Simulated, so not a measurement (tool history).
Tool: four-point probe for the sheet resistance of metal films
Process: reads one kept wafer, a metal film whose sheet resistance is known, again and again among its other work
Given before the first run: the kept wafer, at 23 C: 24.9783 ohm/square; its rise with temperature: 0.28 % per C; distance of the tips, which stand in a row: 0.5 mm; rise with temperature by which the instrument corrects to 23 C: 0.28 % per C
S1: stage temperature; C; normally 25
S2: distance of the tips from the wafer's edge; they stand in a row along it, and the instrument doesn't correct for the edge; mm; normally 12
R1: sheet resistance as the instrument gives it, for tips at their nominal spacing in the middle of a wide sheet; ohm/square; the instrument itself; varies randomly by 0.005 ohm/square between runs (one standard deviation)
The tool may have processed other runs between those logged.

run    hour  S1  S2         R1
  1       0  25  12   24.99822
  2    83.8  25  12  25.006642
  3   137.1  25  12  24.993003
  4     187  25  12  24.996913
  5   270.3  30  12  24.983932
  6   322.5  30   7  25.035283
  7   412.5  33   7  25.041505
  8   476.9  33   7  25.034008
  9   520.2  33   7  25.039036
 10   605.4  25  12  24.987156
 11   650.8  25  16  24.980483
 12   735.6  25  16  24.986714
 13   829.4  25  16    24.9902
 14   880.9  35  11  24.996743
 15   959.2  21  12  25.003719
 16  1015.1  21  12  24.999077
 17  1077.3  22  57  24.970839
 18  1163.3  22  57   24.97385
 19  1263.4  22  57  24.978674
 20  1358.5  27  58   24.96759
 21  1414.9  25  71  24.976475
 22  1494.3  21   4   25.18703
 23  1595.2  21   4  25.185785
 24  1670.1  21   4   25.18498
 25  1724.8  21   4  25.187522

Consider 5 possible next runs. They are alternatives, not a sequence: every one starts from the tool as it was left by run 25. What does each give?
  A  1797.9  22  67   ?
  B  1797.9  18  44   ?
  C  1797.9  25  25   ?
  D  1797.9  27   3   ?
  E  1797.9  25   6   ?

run         R1
  A  24.980683
  B  24.984392
  C  24.980817
  D  25.333091
  E  25.070336
The same runs, with their run-to-run variation unchanged, on a tool lacking any hidden condition would have given:
run         R1
  A   24.98374
  B  24.987453
  C  24.983872
  D  25.336183
  E    25.0734

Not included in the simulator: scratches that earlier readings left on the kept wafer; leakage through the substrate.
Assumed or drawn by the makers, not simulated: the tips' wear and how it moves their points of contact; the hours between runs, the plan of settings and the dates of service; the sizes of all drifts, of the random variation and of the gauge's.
